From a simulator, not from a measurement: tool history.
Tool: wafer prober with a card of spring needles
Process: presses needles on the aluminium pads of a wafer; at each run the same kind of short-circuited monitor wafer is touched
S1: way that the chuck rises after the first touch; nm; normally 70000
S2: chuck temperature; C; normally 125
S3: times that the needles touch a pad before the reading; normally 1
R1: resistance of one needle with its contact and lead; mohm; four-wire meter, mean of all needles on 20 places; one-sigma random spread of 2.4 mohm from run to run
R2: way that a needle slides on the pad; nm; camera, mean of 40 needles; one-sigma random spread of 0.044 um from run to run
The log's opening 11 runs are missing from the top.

| run | hour | S1 | S2 | S3 | R1 | R2 |
|---|---|---|---|---|---|---|
|  | 128.4 | tips cleaned on abrasive film |
| 12 | 138.8 | 70000 | 115 | 1 | 286 | 8180 |
|  | 142.5 | tips cleaned on abrasive film |
| 13 | 152.3 | 70000 | 83 | 1 | 279 | 8190 |
|  | 156.6 | tips cleaned on abrasive film |
| 14 | 161.5 | 70000 | 83 | 1 | 269 | 8180 |
|  | 170.6 | tips cleaned on abrasive film |
| 15 | 174.2 | 70000 | 125 | 1 | 278 | 8240 |
| 16 | 182.1 | 70000 | 125 | 1 | 289 | 8200 |
|  | 184 | tips cleaned on abrasive film |
| 17 | 195.5 | 70000 | 125 | 1 | 291 | 8210 |
|  | 198.1 | tips cleaned on abrasive film |
| 18 | 208 | 75000 | 125 | 1 | 285 | 8790 |
|  | 212.1 | tips cleaned on abrasive film |
| 19 | 222.8 | 75000 | 125 | 1 | 288 | 8770 |
|  | 226.5 | tips cleaned on abrasive film |
| 20 | 237 | 75000 | 125 | 1 | 290 | 8830 |
|  | 240.7 | tips cleaned on abrasive film |
| 21 | 248.7 | 75000 | 125 | 1 | 280 | 8780 |
|  | 254.3 | tips cleaned on abrasive film |
| 22 | 260.2 | 70000 | 125 | 1 | 284 | 8180 |
|  | 268.1 | tips cleaned on abrasive film |
| 23 | 276 | 70000 | 41 | 1 | 262 | 8140 |
|  | 282.5 | tips cleaned on abrasive film |
| 24 | 287.8 | 70000 | 68 | 1 | 266 | 8180 |
|  | 296.7 | tips cleaned on abrasive film |
| 25 | 297.2 | 70000 | 68 | 1 | 258 | 8060 |
|  | 310.7 | tips cleaned on abrasive film |
| 26 | 313.4 | 70000 | 68 | 1 | 267 | 8030 |
|  | 325.1 | tips cleaned on abrasive film |
| 27 | 325.1 | 70000 | 25 | 2 | 242 | 8080 |
| 28 | 332.9 | 70000 | 41 | 1 | 266 | 8020 |
|  | 339.2 | tips cleaned on abrasive film |
| 29 | 340.7 | 70000 | 41 | 1 | 252 | 8100 |
| 30 | 350.7 | 70000 | 46 | 1 | 272 | 8140 |
|  | 352.7 | tips cleaned on abrasive film |
|  | 366.5 | tips cleaned on abrasive film |
| 31 | 367.8 | 70000 | 46 | 1 | 252 | 8110 |
| 32 | 375.4 | 72000 | 95 | 3 | 269 | 8280 |
|  | 380.2 | tips cleaned on abrasive film |
| 33 | 385.5 | 85000 | 63 | 3 | 258 | 9860 |

Branching from run 33: 3 alternative next runs. What would each branch give?
|  | 393.7 | tips cleaned on abrasive film |
| A | 400.2 | 69000 | 65 | 2 | ? | ? |
|  | 393.7 | tips cleaned on abrasive film |
| B | 400.2 | 61000 | 87 | 1 | ? | ? |
|  | 393.7 | tips cleaned on abrasive film |
| C | 400.2 | 52000 | 44 | 1 | ? | ? |

| run | R1 | R2 |
|---|---|---|
| A | 264 | 7980 |
| B | 284 | 6890 |
| C | 286 | 5740 |
Without the tool's unlogged condition, the same runs would have read:
| run | R1 | R2 |
|---|---|---|
| A | 250 | 8470 |
| B | 258 | 7390 |
| C | 249 | 6240 |

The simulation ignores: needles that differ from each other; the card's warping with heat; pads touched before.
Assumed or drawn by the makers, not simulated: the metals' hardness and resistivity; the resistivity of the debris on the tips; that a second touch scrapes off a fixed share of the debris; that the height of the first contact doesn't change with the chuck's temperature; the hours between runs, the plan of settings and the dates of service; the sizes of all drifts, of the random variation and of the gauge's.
